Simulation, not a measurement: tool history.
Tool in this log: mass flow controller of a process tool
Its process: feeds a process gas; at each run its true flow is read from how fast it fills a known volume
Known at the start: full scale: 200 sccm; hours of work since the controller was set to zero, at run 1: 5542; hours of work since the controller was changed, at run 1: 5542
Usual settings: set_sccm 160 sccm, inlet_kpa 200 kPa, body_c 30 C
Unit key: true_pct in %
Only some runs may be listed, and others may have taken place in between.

| run | day | set_sccm | inlet_kpa | body_c | hours of work since the controller was set to zero | hours of work since the controller was changed | true_pct |
|---|---|---|---|---|---|---|---|
| 1 | 0.000 | 160 | 200 | 30 | 5542 | 5542 | 98.98 |
| 2 | 11.804 | 91 | 200 | 30 | 5639 | 5639 | 97.74 |
| 3 | 28.708 | 91 | 200 | 30 | 5778 | 5778 | 97.84 |
| 4 | 45.654 | 160 | 200 | 38 | 5917 | 5917 | 98.04 |
| 5 | 59.733 | 160 | 200 | 38 | 6033 | 6033 | 98.08 |
| 6 | 74.658 | 160 | 200 | 38 | 6155 | 6155 | 98.13 |
| 7 | 87.821 | 160 | 200 | 38 | 6263 | 6263 | 98.04 |
| 8 | 100.917 | 160 | 200 | 38 | 6371 | 6371 | 98.13 |
| 9 | 112.192 | 160 | 200 | 30 | 6464 | 6464 | 98.92 |
| 10 | 130.612 | 160 | 200 | 28 | 6615 | 6615 | 99.04 |
| 11 | 140.433 | 160 | 200 | 30 | 6696 | 6696 | 98.90 |
| 12 | 152.288 | 160 | 200 | 30 | 6793 | 6793 | 98.95 |
| 13 | 167.300 | 160 | 200 | 32 | 6917 | 6917 | 98.74 |
| 14 | 178.100 | 160 | 200 | 32 | 7005 | 7005 | 98.67 |
| 15 | 186.904 | 190 | 200 | 30 | 7078 | 7078 | 99.36 |
| 16 | 195.217 | 160 | 200 | 30 | 7146 | 7146 | 99.02 |
| 17 | 208.517 | 160 | 200 | 30 | 7255 | 7255 | 98.95 |
| 18 | 219.604 | 160 | 200 | 30 | 7346 | 7346 | 98.91 |
| 19 | 229.475 | 160 | 200 | 30 | 7428 | 7428 | 98.96 |
| 20 | 242.496 | 160 | 200 | 30 | 7535 | 7535 | 98.77 |
| 21 | 252.833 | 160 | 200 | 30 | 7620 | 7620 | 98.86 |
| 22 | 262.612 | 160 | 200 | 30 | 7700 | 7700 | 98.88 |
| 23 | 270.279 | 160 | 200 | 30 | 7763 | 7763 | 99.00 |
| 24 | 278.688 | 160 | 200 | 30 | 7832 | 7832 | 98.84 |
|  | 284.358 | controller's zero set anew |
| 25 | 287.158 | 160 | 200 | 30 | 23 | 7901 | 100.11 |
| 26 | 297.258 | 25 | 245 | 21 | 106 | 7984 | 100.15 |
| 27 | 305.075 | 25 | 245 | 21 | 170 | 8049 | 100.01 |
| 28 | 319.304 | 22 | 200 | 24 | 287 | 8166 | 99.48 |
| 29 | 329.800 | 22 | 200 | 24 | 373 | 8252 | 99.25 |
| 30 | 348.454 | 22 | 276 | 24 | 527 | 8405 | 99.09 |
| 31 | 362.896 | 29 | 276 | 24 | 645 | 8524 | 99.50 |
| 32 | 377.983 | 46 | 234 | 31 | 769 | 8648 | 98.97 |
| 33 | 387.375 | 22 | 153 | 25 | 847 | 8725 | 98.48 |
| 34 | 403.408 | 70 | 150 | 23 | 978 | 8857 | 99.99 |
| 35 | 412.562 | 82 | 272 | 30 | 1054 | 8932 | 99.66 |
| 36 | 431.288 | 82 | 272 | 30 | 1208 | 9086 | 99.60 |
| 37 | 441.029 | 160 | 170 | 36 | 1288 | 9166 | 99.47 |
| 38 | 453.933 | 160 | 170 | 36 | 1394 | 9272 | 99.48 |
| 39 | 472.333 | 160 | 170 | 36 | 1545 | 9423 | 99.39 |
| 40 | 481.258 | 23 | 190 | 36 | 1618 | 9497 | 96.76 |
| 41 | 495.562 | 23 | 190 | 36 | 1736 | 9614 | 96.67 |
| 42 | 506.383 | 23 | 190 | 36 | 1825 | 9703 | 96.57 |
| 43 | 520.004 | 160 | 155 | 29 | 1937 | 9815 | 100.15 |
| 44 | 532.575 | 67 | 171 | 39 | 2040 | 9918 | 98.02 |
| 45 | 549.525 | 98 | 153 | 30 | 2179 | 10058 | 99.31 |
| 46 | 557.100 | 98 | 153 | 30 | 2242 | 10120 | 99.37 |
| 47 | 573.183 | 160 | 201 | 26 | 2374 | 10252 | 100.45 |

Run by run, hidden condition taken away, random variation retained:
Unlogged tool condition in this case: flow at rest that the sensor doesn't see, % of full scale; true flow over the shown one, %; drift of the gauge itself on true_pct, %.
| run | true_pct |
|---|---|
| 1 | 99.27 |
| 2 | 98.75 |
| 3 | 98.88 |
| 4 | 98.36 |
| 5 | 98.39 |
| 6 | 98.45 |
| 7 | 98.36 |
| 8 | 98.45 |
| 9 | 99.26 |
| 10 | 99.38 |
| 11 | 99.24 |
| 12 | 99.30 |
| 13 | 99.10 |
| 14 | 99.03 |
| 15 | 99.53 |
| 16 | 99.38 |
| 17 | 99.32 |
| 18 | 99.28 |
| 19 | 99.33 |
| 20 | 99.15 |
| 21 | 99.24 |
| 22 | 99.26 |
| 23 | 99.38 |
| 24 | 99.22 |
| 25 | 99.22 |
| 26 | 99.57 |
| 27 | 99.49 |
| 28 | 99.15 |
| 29 | 99.02 |
| 30 | 99.01 |
| 31 | 99.30 |
| 32 | 98.52 |
| 33 | 98.75 |
| 34 | 99.39 |
| 35 | 99.01 |
| 36 | 98.97 |
| 37 | 98.62 |
| 38 | 98.63 |
| 39 | 98.55 |
| 40 | 97.75 |
| 41 | 97.78 |
| 42 | 97.78 |
| 43 | 99.33 |
| 44 | 97.72 |
| 45 | 98.75 |
| 46 | 98.82 |
| 47 | 99.64 |
